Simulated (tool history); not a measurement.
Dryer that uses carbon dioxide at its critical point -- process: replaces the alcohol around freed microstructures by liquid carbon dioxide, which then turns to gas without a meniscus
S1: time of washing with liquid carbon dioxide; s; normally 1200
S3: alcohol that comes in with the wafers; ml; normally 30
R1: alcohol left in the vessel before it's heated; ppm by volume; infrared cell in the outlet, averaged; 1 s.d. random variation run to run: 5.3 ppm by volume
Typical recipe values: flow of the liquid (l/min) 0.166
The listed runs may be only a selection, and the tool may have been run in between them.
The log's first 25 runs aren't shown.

Run 26, hour 914.2: usual settings but S1 1080 s, flow of the liquid (l/min) 0.108, S3 108 ml. Result: R1 8426 ppm by volume.
Run 27, hour 947.2: usual settings but S1 780 s, flow of the liquid (l/min) 0.258, S3 34 ml. Result: R1 382 ppm by volume.
Run 28, hour 973.1: usual settings but S1 1680 s, flow of the liquid (l/min) 0.171, S3 85 ml. Result: R1 173 ppm by volume.
Run 29, hour 1010.9: usual settings but S1 1560 s, flow of the liquid (l/min) 0.236, S3 85 ml. Result: R1 123 ppm by volume.
Run 30, hour 1055.2: usual settings but S1 1860 s. Result: R1 130 ppm by volume.
Run 31, hour 1087.5: usual settings but flow of the liquid (l/min) 0.104. Result: R1 2096 ppm by volume.
Run 32, hour 1116.4: usual settings but S1 780 s, flow of the liquid (l/min) 0.104, S3 42 ml. Result: R1 9363 ppm by volume.
Run 33, hour 1155.9: usual settings but S1 960 s, flow of the liquid (l/min) 0.104, S3 39 ml. Result: R1 5394 ppm by volume.

Forecast run 34:
At hour 1165.5: inlet filter changed.
Run 34, hour 1181.9: usual settings but S1 1440 s, flow of the liquid (l/min) 0.217. Result: R1 ?.

{"run 34": {"R1": 111}}
The same run, on a tool lacking any hidden state, would have yielded R1 0 ppm by volume.
